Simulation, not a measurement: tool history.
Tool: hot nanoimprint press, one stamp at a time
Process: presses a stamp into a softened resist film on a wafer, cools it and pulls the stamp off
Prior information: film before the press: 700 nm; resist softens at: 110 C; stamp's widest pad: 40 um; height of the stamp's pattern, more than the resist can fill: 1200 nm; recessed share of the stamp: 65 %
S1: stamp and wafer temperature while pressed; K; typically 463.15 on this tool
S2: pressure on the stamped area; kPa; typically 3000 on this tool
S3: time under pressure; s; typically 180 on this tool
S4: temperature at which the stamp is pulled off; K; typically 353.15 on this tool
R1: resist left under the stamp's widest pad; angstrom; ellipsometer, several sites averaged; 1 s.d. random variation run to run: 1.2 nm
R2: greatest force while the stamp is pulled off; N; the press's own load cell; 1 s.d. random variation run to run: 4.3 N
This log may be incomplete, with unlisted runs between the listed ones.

Run 1, hour 0: usual settings. Result: R1 3946 angstrom, R2 249 N.
Run 2, hour 36.9: usual settings but S4 360.15 K. Result: R1 3962 angstrom, R2 239 N.
Run 3, hour 75.3: usual settings but S3 283 s. Result: R1 3456 angstrom, R2 266 N.
Run 4, hour 117.5: usual settings but S3 251 s. Result: R1 3602 angstrom, R2 277 N.
At hour 145.7: press's hydraulic seals changed and the load cell set to zero.
Run 5, hour 168.5: usual settings but S4 356.15 K. Result: R1 3969 angstrom, R2 265 N.
Run 6, hour 215.5: usual settings but S2 4180 kPa. Result: R1 3387 angstrom, R2 303 N.
At hour 231.8: stamp cleaned and given a new release coat.
Run 7, hour 249: usual settings but S2 4180 kPa. Result: R1 3407 angstrom, R2 240 N.
Run 8, hour 282.7: usual settings but S2 4180 kPa. Result: R1 3412 angstrom, R2 248 N.
Run 9, hour 330.4: usual settings but S2 4180 kPa. Result: R1 3413 angstrom, R2 270 N.
Run 10, hour 369.3: usual settings but S2 4180 kPa. Result: R1 3436 angstrom, R2 271 N.
Run 11, hour 389.5: usual settings but S1 468.15 K. Result: R1 3436 angstrom, R2 275 N.
Run 12, hour 410.1: usual settings but S1 467.15 K. Result: R1 3550 angstrom, R2 272 N.
At hour 416.4: plate thermocouple calibrated.
Run 13, hour 438.6: usual settings but S1 467.15 K. Result: R1 3589 angstrom, R2 299 N.
Run 14, hour 466.9: usual settings. Result: R1 4100 angstrom, R2 298 N.
Run 15, hour 496.2: usual settings but S4 361.15 K. Result: R1 4129 angstrom, R2 276 N.
At hour 507.7: stamp cleaned and given a new release coat.
Run 16, hour 529.8: usual settings but S1 471.15 K, S2 2590 kPa, S3 300 s, S4 349.15 K. Result: R1 2878 angstrom, R2 264 N.
Run 17, hour 565.7: usual settings but S1 471.15 K, S2 2590 kPa, S3 300 s, S4 349.15 K. Result: R1 2882 angstrom, R2 274 N.
Run 18, hour 607.1: usual settings but S1 459.15 K, S2 2440 kPa. Result: R1 5051 angstrom, R2 279 N.
Run 19, hour 644.3: usual settings but S3 132 s, S4 342.15 K. Result: R1 4523 angstrom, R2 326 N.
At hour 664: plate thermocouple calibrated, once more.
Run 20, hour 679.2: usual settings but S3 132 s, S4 359.15 K. Result: R1 4309 angstrom, R2 254 N.
Run 21, hour 708.8: usual settings but S1 474.15 K, S3 192 s, S4 355.15 K. Result: R1 2695 angstrom, R2 280 N.
Run 22, hour 755.4: usual settings but S2 3250 kPa, S3 240 s. Result: R1 3489 angstrom, R2 304 N.
At hour 782.1: stamp cleaned and given a new release coat.
Run 23, hour 800: usual settings but S1 472.15 K. Result: R1 2925 angstrom, R2 243 N.
Run 24, hour 821.8: usual settings but S2 2010 kPa, S3 319 s. Result: R1 4036 angstrom, R2 262 N.
Run 25, hour 852.1: usual settings but S2 2010 kPa, S3 319 s. Result: R1 4063 angstrom, R2 252 N.
Run 26, hour 879.2: usual settings but S1 455.15 K, S2 4630 kPa, S3 201 s. Result: R1 4147 angstrom, R2 272 N.
Run 27, hour 901.8: usual settings but S1 455.15 K, S2 4630 kPa, S3 201 s. Result: R1 4170 angstrom, R2 267 N.
Run 28, hour 923.2: usual settings but S1 467.15 K, S4 342.15 K. Result: R1 3513 angstrom, R2 323 N.
Run 29, hour 957.2: usual settings but S1 457.15 K, S2 3810 kPa. Result: R1 4390 angstrom, R2 289 N.

Predict each of these 3 candidate next runs independently; none follows another, all start after run 29:
Run A, hour 989.2: usual settings but S1 454.15 K, S3 272 s. Result: R1 ?, R2 ?.
Run B, hour 989.2: usual settings but S1 459.15 K, S4 347.15 K. Result: R1 ?, R2 ?.
Run C, hour 989.2: usual settings but S1 457.15 K, S4 346.15 K. Result: R1 ?, R2 ?.

run    R1   R2
  A  4757  298
  B  4561  320
  C  4837  315
With no hidden state in the tool, these same runs would have given:
run    R1   R2
  A  4638  245
  B  4446  264
  C  4721  259
